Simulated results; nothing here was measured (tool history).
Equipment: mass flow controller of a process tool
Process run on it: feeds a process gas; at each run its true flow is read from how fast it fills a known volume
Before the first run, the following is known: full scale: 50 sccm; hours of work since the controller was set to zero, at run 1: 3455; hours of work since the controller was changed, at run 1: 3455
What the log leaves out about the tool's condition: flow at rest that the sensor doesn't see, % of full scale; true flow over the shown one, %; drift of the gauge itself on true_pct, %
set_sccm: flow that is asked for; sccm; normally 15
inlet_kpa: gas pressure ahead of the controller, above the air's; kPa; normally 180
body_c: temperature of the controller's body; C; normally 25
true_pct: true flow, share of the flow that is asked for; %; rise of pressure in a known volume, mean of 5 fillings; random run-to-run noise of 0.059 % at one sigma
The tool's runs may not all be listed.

run	day	set_sccm	inlet_kpa	body_c	hours of work since the controller was set to zero	hours of work since the controller was changed	true_pct
1	0	15	180	25	3455	3455	98.27
2	2.671	15	180	25	3493	3493	98.13
3	4.208	15	180	25	3516	3516	98.23
4	5.812	15	222	25	3539	3539	98.01
5	8.171	15	222	25	3573	3573	97.98
6	9.742	9	180	25	3596	3596	97.4
7	11.275	9	180	25	3618	3618	97.43
8	13.146	9	180	25	3645	3645	97.27
9	16.042	8	180	25	3687	3687	97.16
10	18.462	8	180	25	3722	3722	97.25
11	20.812	8	180	25	3757	3757	97.17
12	23.362	8	180	25	3793	3793	97.24
13	26.225	8	180	25	3835	3835	97.24
14	28.854	8	180	25	3873	3873	97.13
15	31.292	50	207	25	3909	3909	100.56
16	33.375	7	160	23	3939	3939	97.02
17	34.704	13	149	26	3958	3958	98.16
18	37.554	27	180	25	3999	3999	99.2
19	39.704	16	176	23	4031	4031	98.18
20	41.296	8	235	23	4054	4054	96.8
21	44.083	8	235	23	4094	4094	96.74
22	46.088	15	206	25	4123	4123	97.99
23	47.446	18	206	21	4143	4143	98.17
24	49.458	18	206	21	4172	4172	98.17
25	51.862	12	206	21	4207	4207	97.52
26	54.854	12	206	21	4250	4250	97.59

For some of the steps in true_pct from one run to the next: how much would appear even if the tool had no hidden state, given the settings, what came in and random variation, and how much remains for the hidden state plus any gauge scatter that the measured result and the result without hidden state don't share?
Run 14 -> 15: set_sccm 8 -> 50, inlet_kpa 180 -> 207. true_pct +3.43 %: hidden state +1.06, all else +2.37.
Run 15 -> 16: set_sccm 50 -> 7, inlet_kpa 207 -> 160, body_c 25 -> 23. true_pct -3.54 %: hidden state -1.25, all else -2.29.
